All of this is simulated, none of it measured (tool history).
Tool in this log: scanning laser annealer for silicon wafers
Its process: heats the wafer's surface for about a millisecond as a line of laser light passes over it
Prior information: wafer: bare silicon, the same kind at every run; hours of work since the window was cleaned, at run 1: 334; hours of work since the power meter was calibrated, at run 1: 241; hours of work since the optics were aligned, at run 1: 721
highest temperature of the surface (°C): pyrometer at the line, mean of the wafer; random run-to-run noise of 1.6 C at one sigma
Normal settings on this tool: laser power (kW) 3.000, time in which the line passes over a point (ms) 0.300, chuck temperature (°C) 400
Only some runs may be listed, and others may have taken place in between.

run   hour  laser power (kW)  time in which the line passes over a point (ms)  chuck temperature (°C)  hours of work since the window was cleaned  hours of work since the power meter was calibrated  hours of work since the optics were aligned  highest temperature of the surface (°C)
  1    0.0             3.000                                            0.300                     400                                         334                                                 241                                          721                                     1129
  2   26.7             3.000                                            0.300                     400                                         345                                                 252                                          732                                     1127
  3   42.1             3.000                                            0.300                     381                                         351                                                 258                                          739                                     1112
  4   69.6             3.000                                            0.300                     425                                         362                                                 270                                          750                                     1154
  5   85.2             3.000                                            0.300                     425                                         369                                                 276                                          757                                     1152
  6  112.7             3.000                                            0.300                     425                                         380                                                 287                                          768                                     1153
  7  139.1             3.000                                            0.300                     425                                         391                                                 298                                          779                                     1153
  8  166.2             3.000                                            0.300                     400                                         402                                                 310                                          790                                     1126
  9  186.2             3.000                                            0.300                     409                                         411                                                 318                                          798                                     1133
     192.3  -- window over the wafer cleaned
 10  209.1             3.000                                            0.300                     409                                           7                                                 327                                          807                                     1151
 11  233.2             2.893                                            0.221                     409                                          17                                                 337                                          817                                     1019
 12  251.5             2.822                                            0.324                     429                                          25                                                 344                                          825                                     1148
 13  278.1             3.000                                            0.300                     378                                          35                                                 355                                          836                                     1117
 14  301.1             3.000                                            0.236                     377                                          45                                                 365                                          845                                     1036
 15  323.5             3.243                                            0.300                     439                                          54                                                 374                                          854                                     1250
 16  338.8             3.011                                            0.211                     400                                          61                                                 380                                          861                                     1026
 17  365.4             3.011                                            0.211                     400                                          72                                                 391                                          872                                     1025

What if the next run were any one of these 4? Each begins from the tool's condition after run 17:
  A  381.3             2.883                                            0.368                     400                                          78                                                 398                                          878                                        ?
  B  381.3             3.000                                            0.300                     380                                          78                                                 398                                          878                                        ?
  C  381.3             2.760                                            0.237                     389                                          78                                                 398                                          878                                        ?
  D  381.3             3.011                                            0.372                     386                                          78                                                 398                                          878                                        ?

run  highest temperature of the surface (°C)
  A                                     1182
  B                                     1116
  C                                      986
  D                                     1211
Without the tool's unlogged condition, the same runs would have read:
run  highest temperature of the surface (°C)
  A                                     1192
  B                                     1126
  C                                      994
  D                                     1222
